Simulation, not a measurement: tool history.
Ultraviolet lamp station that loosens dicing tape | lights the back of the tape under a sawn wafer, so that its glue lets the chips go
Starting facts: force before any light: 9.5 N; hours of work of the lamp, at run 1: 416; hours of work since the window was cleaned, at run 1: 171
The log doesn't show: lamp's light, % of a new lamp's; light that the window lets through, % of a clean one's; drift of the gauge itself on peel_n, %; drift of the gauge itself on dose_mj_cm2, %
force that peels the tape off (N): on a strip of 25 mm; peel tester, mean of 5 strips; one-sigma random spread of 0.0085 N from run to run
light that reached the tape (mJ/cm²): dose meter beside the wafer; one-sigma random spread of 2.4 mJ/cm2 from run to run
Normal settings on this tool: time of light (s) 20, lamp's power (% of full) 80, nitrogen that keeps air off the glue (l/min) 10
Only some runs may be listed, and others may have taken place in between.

run,hour,time of light (s),lamp's power (% of full),nitrogen that keeps air off the glue (l/min),hours of work of the lamp,hours of work since the window was cleaned,force that peels the tape off (N),light that reached the tape (mJ/cm²)
1,0.0,20,80,10,416,171,0.745,213
2,10.7,20,80,10,424,179,0.761,210
3,22.4,20,80,10,432,188,0.805,202
4,36.7,20,80,10,443,198,0.796,201
5,46.1,20,80,10,450,205,0.834,196
6,57.8,20,80,10,459,214,0.884,200
7,68.4,20,98,10,466,222,0.489,239
# hour 78.2: window cleaned of glue's vapour
8,83.5,20,98,10,477,4,0.316,285
9,97.1,18,61,5,487,14,1.988,153
10,108.5,18,61,10,496,22,1.334,159
11,120.3,18,61,10,504,31,1.348,153

How the hidden state differs across the entries between the runs, from the last listed run before each to the first after it:
After run 7, before run 8: window cleaned of glue's vapour (hour 78.2)
  lamp's light, % of a new lamp's: 84 -> 83.6; light that the window lets through, % of a clean one's: 82.5 -> 99.2
  measured minus no-state result, force that peels the tape off (N): +0.320 -> +0.128; light that reached the tape (mJ/cm²): -107 -> -58
